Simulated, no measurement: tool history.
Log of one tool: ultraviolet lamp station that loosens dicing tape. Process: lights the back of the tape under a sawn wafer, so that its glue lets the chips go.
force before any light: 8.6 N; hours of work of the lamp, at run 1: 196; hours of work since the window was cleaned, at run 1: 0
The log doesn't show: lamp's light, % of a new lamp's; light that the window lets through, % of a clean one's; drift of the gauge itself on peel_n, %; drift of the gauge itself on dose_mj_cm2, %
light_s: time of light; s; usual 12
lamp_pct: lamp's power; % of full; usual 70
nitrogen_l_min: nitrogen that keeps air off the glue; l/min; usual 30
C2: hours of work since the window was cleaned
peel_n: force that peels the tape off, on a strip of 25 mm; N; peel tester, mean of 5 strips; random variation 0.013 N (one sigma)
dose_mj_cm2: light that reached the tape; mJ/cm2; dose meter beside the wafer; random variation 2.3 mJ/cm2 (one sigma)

run 1 hour=0.0 | light_s=12 lamp_pct=70 nitrogen_l_min=30 | hours_of_work_of_the_lamp=196 C2=0 | peel_n=0.696 dose_mj_cm2=201
run 2 hour=26.5 | light_s=12 lamp_pct=70 nitrogen_l_min=30 | hours_of_work_of_the_lamp=211 C2=15 | peel_n=0.677 dose_mj_cm2=197
run 3 hour=74.9 | light_s=12 lamp_pct=70 nitrogen_l_min=30 | hours_of_work_of_the_lamp=239 C2=44 | peel_n=0.716 dose_mj_cm2=196
run 4 hour=133.3 | light_s=13 lamp_pct=70 nitrogen_l_min=30 | hours_of_work_of_the_lamp=274 C2=78 | peel_n=0.641 dose_mj_cm2=212
run 5 hour=189.1 | light_s=13 lamp_pct=70 nitrogen_l_min=44 | hours_of_work_of_the_lamp=306 C2=110 | peel_n=0.481 dose_mj_cm2=205
run 6 hour=216.3 | light_s=9 lamp_pct=70 nitrogen_l_min=30 | hours_of_work_of_the_lamp=322 C2=126 | peel_n=1.344 dose_mj_cm2=142
run 7 hour=264.8 | light_s=9 lamp_pct=70 nitrogen_l_min=30 | hours_of_work_of_the_lamp=350 C2=155 | peel_n=1.436 dose_mj_cm2=139
run 8 hour=295.9 | light_s=9 lamp_pct=70 nitrogen_l_min=30 | hours_of_work_of_the_lamp=369 C2=173 | peel_n=1.469 dose_mj_cm2=139
run 9 hour=332.3 | light_s=9 lamp_pct=70 nitrogen_l_min=30 | hours_of_work_of_the_lamp=390 C2=194 | peel_n=1.420 dose_mj_cm2=133
run 10 hour=362.0 | light_s=9 lamp_pct=70 nitrogen_l_min=30 | hours_of_work_of_the_lamp=407 C2=212 | peel_n=1.463 dose_mj_cm2=132
run 11 hour=400.6 | light_s=9 lamp_pct=70 nitrogen_l_min=30 | hours_of_work_of_the_lamp=430 C2=234 | peel_n=1.525 dose_mj_cm2=135
run 12 hour=443.9 | light_s=18 lamp_pct=70 nitrogen_l_min=30 | hours_of_work_of_the_lamp=455 C2=259 | peel_n=0.347 dose_mj_cm2=266
run 13 hour=501.1 | light_s=18 lamp_pct=70 nitrogen_l_min=30 | hours_of_work_of_the_lamp=488 C2=293 | peel_n=0.381 dose_mj_cm2=260
run 14 hour=554.2 | light_s=18 lamp_pct=70 nitrogen_l_min=30 | hours_of_work_of_the_lamp=519 C2=324 | peel_n=0.406 dose_mj_cm2=254
run 15 hour=613.3 | light_s=18 lamp_pct=70 nitrogen_l_min=30 | hours_of_work_of_the_lamp=554 C2=358 | peel_n=0.401 dose_mj_cm2=255
run 16 hour=651.4 | light_s=18 lamp_pct=70 nitrogen_l_min=30 | hours_of_work_of_the_lamp=576 C2=381 | peel_n=0.413 dose_mj_cm2=246
run 17 hour=683.8 | light_s=18 lamp_pct=70 nitrogen_l_min=30 | hours_of_work_of_the_lamp=595 C2=400 | peel_n=0.451 dose_mj_cm2=245
run 18 hour=727.2 | light_s=18 lamp_pct=70 nitrogen_l_min=30 | hours_of_work_of_the_lamp=620 C2=425 | peel_n=0.434 dose_mj_cm2=239
run 19 hour=773.2 | light_s=18 lamp_pct=70 nitrogen_l_min=30 | hours_of_work_of_the_lamp=647 C2=452 | peel_n=0.473 dose_mj_cm2=237
run 20 hour=806.6 | light_s=18 lamp_pct=70 nitrogen_l_min=30 | hours_of_work_of_the_lamp=667 C2=471 | peel_n=0.492 dose_mj_cm2=239
run 21 hour=859.2 | light_s=18 lamp_pct=70 nitrogen_l_min=30 | hours_of_work_of_the_lamp=698 C2=502 | peel_n=0.492 dose_mj_cm2=231
run 22 hour=919.2 | light_s=12 lamp_pct=70 nitrogen_l_min=30 | hours_of_work_of_the_lamp=733 C2=537 | peel_n=1.223 dose_mj_cm2=152
run 23 hour=945.0 | light_s=11 lamp_pct=90 nitrogen_l_min=47 | hours_of_work_of_the_lamp=748 C2=552 | peel_n=0.647 dose_mj_cm2=174
run 24 hour=1004.1 | light_s=11 lamp_pct=78 nitrogen_l_min=47 | hours_of_work_of_the_lamp=782 C2=587 | peel_n=0.940 dose_mj_cm2=151
-- hour=1008.4 window cleaned of glue's vapour
run 25 hour=1034.2 | light_s=11 lamp_pct=78 nitrogen_l_min=47 | hours_of_work_of_the_lamp=800 C2=15 | peel_n=1.013 dose_mj_cm2=141
run 26 hour=1090.7 | light_s=11 lamp_pct=78 nitrogen_l_min=47 | hours_of_work_of_the_lamp=833 C2=48 | peel_n=1.082 dose_mj_cm2=142
run 27 hour=1129.5 | light_s=13 lamp_pct=62 nitrogen_l_min=15 | hours_of_work_of_the_lamp=855 C2=71 | peel_n=2.352 dose_mj_cm2=131
run 28 hour=1168.6 | light_s=13 lamp_pct=62 nitrogen_l_min=15 | hours_of_work_of_the_lamp=878 C2=94 | peel_n=2.367 dose_mj_cm2=128
run 29 hour=1229.7 | light_s=16 lamp_pct=69 nitrogen_l_min=30 | hours_of_work_of_the_lamp=914 C2=129 | peel_n=0.918 dose_mj_cm2=176
run 30 hour=1288.7 | light_s=16 lamp_pct=69 nitrogen_l_min=30 | hours_of_work_of_the_lamp=948 C2=164 | peel_n=0.984 dose_mj_cm2=170
run 31 hour=1315.0 | light_s=15 lamp_pct=69 nitrogen_l_min=22 | hours_of_work_of_the_lamp=964 C2=179 | peel_n=1.362 dose_mj_cm2=154
run 32 hour=1345.1 | light_s=15 lamp_pct=69 nitrogen_l_min=22 | hours_of_work_of_the_lamp=981 C2=197 | peel_n=1.482 dose_mj_cm2=155
-- hour=1364.9 window cleaned of glue's vapour, once more
run 33 hour=1399.3 | light_s=15 lamp_pct=69 nitrogen_l_min=22 | hours_of_work_of_the_lamp=1013 C2=20 | peel_n=1.034 dose_mj_cm2=183
run 34 hour=1456.4 | light_s=15 lamp_pct=69 nitrogen_l_min=22 | hours_of_work_of_the_lamp=1046 C2=53 | peel_n=1.091 dose_mj_cm2=181
run 35 hour=1490.8 | light_s=18 lamp_pct=70 nitrogen_l_min=28 | hours_of_work_of_the_lamp=1066 C2=74 | peel_n=0.627 dose_mj_cm2=214
run 36 hour=1521.6 | light_s=13 lamp_pct=70 nitrogen_l_min=37 | hours_of_work_of_the_lamp=1084 C2=92 | peel_n=1.040 dose_mj_cm2=155
run 37 hour=1573.5 | light_s=14 lamp_pct=70 nitrogen_l_min=30 | hours_of_work_of_the_lamp=1114 C2=122 | peel_n=1.008 dose_mj_cm2=169
run 38 hour=1609.0 | light_s=23 lamp_pct=70 nitrogen_l_min=26 | hours_of_work_of_the_lamp=1135 C2=143 | peel_n=0.404 dose_mj_cm2=269
run 39 hour=1662.2 | light_s=23 lamp_pct=70 nitrogen_l_min=26 | hours_of_work_of_the_lamp=1166 C2=174 | peel_n=0.421 dose_mj_cm2=261
run 40 hour=1707.5 | light_s=7 lamp_pct=97 nitrogen_l_min=42 | hours_of_work_of_the_lamp=1193 C2=200 | peel_n=1.726 dose_mj_cm2=107
run 41 hour=1742.8 | light_s=12 lamp_pct=99 nitrogen_l_min=42 | hours_of_work_of_the_lamp=1213 C2=221 | peel_n=0.620 dose_mj_cm2=186
run 42 hour=1772.7 | light_s=12 lamp_pct=99 nitrogen_l_min=42 | hours_of_work_of_the_lamp=1231 C2=238 | peel_n=0.632 dose_mj_cm2=188
-- hour=1777.7 lamp changed
run 43 hour=1803.5 | light_s=23 lamp_pct=66 nitrogen_l_min=11 | hours_of_work_of_the_lamp=15 C2=256 | peel_n=0.416 dose_mj_cm2=362
run 44 hour=1837.9 | light_s=23 lamp_pct=66 nitrogen_l_min=11 | hours_of_work_of_the_lamp=35 C2=276 | peel_n=0.435 dose_mj_cm2=361

Hidden state or all else? Some run-to-run changes of peel_n, split into what the settings, what came in and random variation would give without the hidden state, and what is left for the hidden state (with any gauge scatter that isn't in both results):
Run 26 -> 27: light_s 11 -> 13, lamp_pct 78 -> 62, nitrogen_l_min 47 -> 15. peel_n +1.270 N: hidden state +0.524, all else +0.746.
Run 28 -> 29: light_s 13 -> 16, lamp_pct 62 -> 69, nitrogen_l_min 15 -> 30. peel_n -1.449 N: hidden state -0.616, all else -0.833.
Run 39 -> 40: light_s 23 -> 7, lamp_pct 70 -> 97, nitrogen_l_min 26 -> 42. peel_n +1.305 N: hidden state +0.761, all else +0.544.
Run 40 -> 41: light_s 7 -> 12, lamp_pct 97 -> 99. peel_n -1.106 N: hidden state -0.601, all else -0.505.
